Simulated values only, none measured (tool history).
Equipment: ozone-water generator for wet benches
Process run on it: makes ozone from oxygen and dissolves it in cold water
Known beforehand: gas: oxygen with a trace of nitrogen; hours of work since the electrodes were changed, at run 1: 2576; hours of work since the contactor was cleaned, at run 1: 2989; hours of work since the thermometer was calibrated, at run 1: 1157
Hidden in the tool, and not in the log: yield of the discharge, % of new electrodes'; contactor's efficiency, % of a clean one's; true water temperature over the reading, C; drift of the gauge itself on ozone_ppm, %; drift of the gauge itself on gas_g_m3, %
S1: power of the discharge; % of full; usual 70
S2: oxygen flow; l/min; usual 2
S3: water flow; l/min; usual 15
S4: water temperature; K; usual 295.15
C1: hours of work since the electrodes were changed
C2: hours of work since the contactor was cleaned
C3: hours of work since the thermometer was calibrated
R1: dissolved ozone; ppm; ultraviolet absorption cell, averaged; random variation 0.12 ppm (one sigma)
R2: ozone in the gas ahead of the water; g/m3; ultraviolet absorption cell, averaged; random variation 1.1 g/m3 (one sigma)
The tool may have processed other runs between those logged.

run 1 hour=0 | S1=70 S2=2 S3=15 S4=295.15 | C1=2576 C2=2989 C3=1157 | R1=11.2 R2=187.3
run 2 hour=71.6 | S1=70 S2=2 S3=11 S4=295.15 | C1=2632 C2=3045 C3=1213 | R1=15.2 R2=186.7
run 3 hour=143.9 | S1=70 S2=2 S3=11 S4=295.15 | C1=2689 C2=3102 C3=1270 | R1=15.1 R2=183.5
run 4 hour=214.1 | S1=70 S2=2 S3=11 S4=295.15 | C1=2744 C2=3157 C3=1325 | R1=15.1 R2=183.1
run 5 hour=321.7 | S1=70 S2=2 S3=11 S4=295.15 | C1=2828 C2=3241 C3=1410 | R1=14.9 R2=185.3
run 6 hour=382 | S1=70 S2=2 S3=11 S4=295.15 | C1=2876 C2=3289 C3=1457 | R1=15.1 R2=186.2
run 7 hour=491.2 | S1=70 S2=2 S3=11 S4=295.15 | C1=2962 C2=3375 C3=1543 | R1=15.1 R2=185
run 8 hour=567.4 | S1=70 S2=2 S3=11 S4=295.15 | C1=3022 C2=3435 C3=1603 | R1=15 R2=184.1
run 9 hour=678.8 | S1=70 S2=2 S3=19 S4=295.15 | C1=3109 C2=3522 C3=1690 | R1=8.5 R2=183.5
run 10 hour=759.6 | S1=70 S2=2 S3=15 S4=295.15 | C1=3173 C2=3586 C3=1754 | R1=11.1 R2=184.5
run 11 hour=810 | S1=70 S2=1.02 S3=15 S4=295.15 | C1=3212 C2=3625 C3=1793 | R1=8.3 R2=228.5
run 12 hour=884.3 | S1=70 S2=2 S3=23 S4=295.15 | C1=3271 C2=3684 C3=1852 | R1=6.7 R2=184.1
run 13 hour=975.4 | S1=70 S2=2 S3=15 S4=295.15 | C1=3342 C2=3755 C3=1923 | R1=11 R2=185.8
run 14 hour=1083.6 | S1=70 S2=2 S3=15 S4=295.15 | C1=3427 C2=3840 C3=2009 | R1=11.1 R2=186.8
run 15 hour=1200.7 | S1=70 S2=2 S3=19 S4=295.15 | C1=3519 C2=3932 C3=2101 | R1=8.6 R2=185.4
run 16 hour=1314.2 | S1=70 S2=2 S3=15 S4=295.15 | C1=3609 C2=4022 C3=2190 | R1=11 R2=184.9
-- hour=1357.7 contactor cleaned
run 17 hour=1429 | S1=70 S2=2 S3=19 S4=295.15 | C1=3696 C2=56 C3=2277 | R1=8.4 R2=186.3
run 18 hour=1522.9 | S1=70 S2=2 S3=19 S4=295.15 | C1=3769 C2=130 C3=2351 | R1=8.4 R2=183.7
run 19 hour=1634.3 | S1=70 S2=2 S3=19 S4=295.15 | C1=3857 C2=217 C3=2438 | R1=8.5 R2=187
run 20 hour=1706.4 | S1=70 S2=2 S3=13 S4=294.15 | C1=3914 C2=274 C3=2495 | R1=13 R2=185.6
run 21 hour=1800.4 | S1=45 S2=1.55 S3=15 S4=295.15 | C1=3988 C2=348 C3=2569 | R1=7.7 R2=156
run 22 hour=1907 | S1=97 S2=1.55 S3=17 S4=291.15 | C1=4071 C2=432 C3=2653 | R1=10.5 R2=238.3
run 23 hour=2006.3 | S1=49 S2=2 S3=15 S4=295.15 | C1=4149 C2=510 C3=2731 | R1=9 R2=153.1
run 24 hour=2118.1 | S1=77 S2=2 S3=15 S4=295.15 | C1=4237 C2=598 C3=2819 | R1=11.7 R2=195.5

Run 25, settings as shown, results not yet in. Your forecast:
run 25 hour=2171 | S1=70 S2=2 S3=15 S4=294.15 | C1=4279 C2=639 C3=2860 | R1=? R2=?

R1: 11.2 ppm
R2: 185.6 g/m3
Had the tool carried no hidden state, the very same run would have given R1 11.2 ppm, R2 185.8 g/m3.

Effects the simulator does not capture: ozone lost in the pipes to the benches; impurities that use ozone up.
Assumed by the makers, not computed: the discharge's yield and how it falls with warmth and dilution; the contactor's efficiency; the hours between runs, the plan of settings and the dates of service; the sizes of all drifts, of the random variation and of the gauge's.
